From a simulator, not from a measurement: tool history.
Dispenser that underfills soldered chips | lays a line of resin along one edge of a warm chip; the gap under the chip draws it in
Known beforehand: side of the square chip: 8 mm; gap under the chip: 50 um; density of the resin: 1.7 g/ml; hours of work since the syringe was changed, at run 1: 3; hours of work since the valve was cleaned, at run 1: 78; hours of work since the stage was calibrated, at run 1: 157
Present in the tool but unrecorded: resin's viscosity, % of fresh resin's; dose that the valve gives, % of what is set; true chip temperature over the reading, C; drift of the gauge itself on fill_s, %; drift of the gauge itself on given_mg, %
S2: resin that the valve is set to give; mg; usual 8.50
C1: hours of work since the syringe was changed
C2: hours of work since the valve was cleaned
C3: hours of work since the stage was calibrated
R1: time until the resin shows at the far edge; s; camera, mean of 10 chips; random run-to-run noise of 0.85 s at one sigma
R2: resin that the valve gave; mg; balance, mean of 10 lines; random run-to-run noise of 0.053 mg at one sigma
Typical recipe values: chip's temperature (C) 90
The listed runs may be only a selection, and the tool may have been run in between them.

Run 1, day 0.000: usual settings; C1 3; C2 78; C3 157. Result: R1 91.2 s, R2 8.02 mg.
At day 0.204: dispensing valve cleaned and set on the balance.
Run 2, day 0.229: usual settings; C1 6; C2 0; C3 160. Result: R1 103.9 s, R2 8.50 mg.
At day 0.488: new syringe of resin.
Run 3, day 0.492: usual settings; C1 0; C2 4; C3 163. Result: R1 75.7 s, R2 8.42 mg.
Run 4, day 0.754: usual settings; C1 4; C2 8; C3 167. Result: R1 92.8 s, R2 8.43 mg.
Run 5, day 0.996: usual settings; C1 8; C2 12; C3 171. Result: R1 115.4 s, R2 8.34 mg.
At day 1.138: new syringe of resin.
Run 6, day 1.162: usual settings; C1 0; C2 14; C3 173. Result: R1 78.8 s, R2 8.33 mg.
Run 7, day 1.354: usual settings but chip's temperature (C) 91; C1 3; C2 17; C3 176. Result: R1 88.2 s, R2 8.39 mg.
Run 8, day 1.692: usual settings but chip's temperature (C) 91; C1 8; C2 22; C3 181. Result: R1 114.8 s, R2 8.31 mg.
At day 1.779: new syringe of resin.
Run 9, day 1.996: usual settings but chip's temperature (C) 80, S2 7.90 mg; C1 3; C2 26; C3 185. Result: R1 132.6 s, R2 7.74 mg.
Run 10, day 2.304: usual settings but chip's temperature (C) 86, S2 7.55 mg; C1 8; C2 31; C3 190. Result: R1 139.2 s, R2 7.41 mg.

Predict each of these 5 candidate next runs independently; none follows another, all start after run 10:
At day 2.429: new syringe of resin.
Run A, day 2.642: usual settings but S2 8.32 mg; C1 3; C2 36; C3 195. Result: R1 ?, R2 ?.
At day 2.429: new syringe of resin.
Run B, day 2.642: usual settings but chip's temperature (C) 103, S2 9.11 mg; C1 3; C2 36; C3 195. Result: R1 ?, R2 ?.
At day 2.429: new syringe of resin.
Run C, day 2.642: usual settings but chip's temperature (C) 86, S2 9.65 mg; C1 3; C2 36; C3 195. Result: R1 ?, R2 ?.
At day 2.429: new syringe of resin.
Run D, day 2.642: usual settings but chip's temperature (C) 89, S2 11.03 mg; C1 3; C2 36; C3 195. Result: R1 ?, R2 ?.
At day 2.429: new syringe of resin.
Run E, day 2.642: usual settings but chip's temperature (C) 79, S2 7.83 mg; C1 3; C2 36; C3 195. Result: R1 ?, R2 ?.

run     R1     R2
  A   89.4   8.09
  B   57.0   8.86
  C  103.7   9.47
  D   92.0  10.82
  E  138.5   7.59
Without the tool's unlogged condition, the same runs would have read:
run     R1     R2
  A   79.1   8.31
  B   50.4   9.10
  C   92.1   9.73
  D   81.8  11.12
  E  122.8   7.80

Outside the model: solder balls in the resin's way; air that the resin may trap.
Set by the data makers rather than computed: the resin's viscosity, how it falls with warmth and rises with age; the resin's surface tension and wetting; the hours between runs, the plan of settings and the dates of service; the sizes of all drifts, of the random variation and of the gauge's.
